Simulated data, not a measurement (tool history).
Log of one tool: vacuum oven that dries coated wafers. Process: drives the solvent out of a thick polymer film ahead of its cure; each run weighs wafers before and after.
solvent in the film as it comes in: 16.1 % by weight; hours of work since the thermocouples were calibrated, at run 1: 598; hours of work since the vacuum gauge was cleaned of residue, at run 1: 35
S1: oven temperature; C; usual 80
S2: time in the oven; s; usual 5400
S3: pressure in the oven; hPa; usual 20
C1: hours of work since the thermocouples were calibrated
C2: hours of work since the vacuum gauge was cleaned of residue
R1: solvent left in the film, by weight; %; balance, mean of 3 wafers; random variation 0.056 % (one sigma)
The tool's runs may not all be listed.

run	hour	S1	S2	S3	C1	C2	R1
1	0	80	5400	20	598	35	2.57
2	16.6	80	5400	20	605	42	2.64
3	29	78	5400	20	610	47	3.14
4	45.8	78	5400	20	617	54	3.09
5	72.5	80	5220	20	627	64	2.79
6	87.1	80	5220	20	633	70	2.85
7	111.9	80	5220	20	643	80	2.75
8	128.7	89	5400	20	650	87	1.27
9	149.2	89	5400	20	658	95	1.21
10	168.7	89	5400	20	666	103	1.36
11	181.9	89	5400	20	672	109	1.38
12	203.1	80	5400	20	680	117	2.65
13	222.5	80	5400	20	688	125	2.6
14	240	90	7740	34.9	695	132	1.52
15	267.2	90	7740	34.9	706	143	1.66
16	278.5	79	3660	60.9	711	148	6.52
17	290.9	67	3840	44.3	716	153	9.32
18	317.4	76	4560	10.1	726	163	3.74
# hour 321.3: vacuum gauge cleaned of residue and calibrated
19	346.4	68	4560	20.3	737	10	6.63
20	373.2	68	4560	20.3	748	21	6.68
21	388.5	68	4560	20.3	754	27	6.53
22	404.3	80	7800	20	761	33	1.97
23	426.2	80	3120	20	770	42	4.9
# hour 444.7: vacuum gauge cleaned of residue and calibrated, once more
24	446.3	80	3120	20	777	1	4.77
25	464.1	84	3120	20	784	8	3.72
26	489.7	76	5400	16.3	795	18	3.48

Forecast each of these 5 alternatives for the next run:
A	515.1	80	3540	20	805	28	?
B	515.1	93	3480	11	805	28	?
C	515.1	94	5400	16.3	805	28	?
D	515.1	88	2880	20	805	28	?
E	515.1	80	5400	18.3	805	28	?

run	R1
A	4.29
B	1.32
C	0.78
D	3.14
E	2.71
Without the tool's hidden state the same runs would have given:
run	R1
A	4
B	1.18
C	0.72
D	2.89
E	2.47
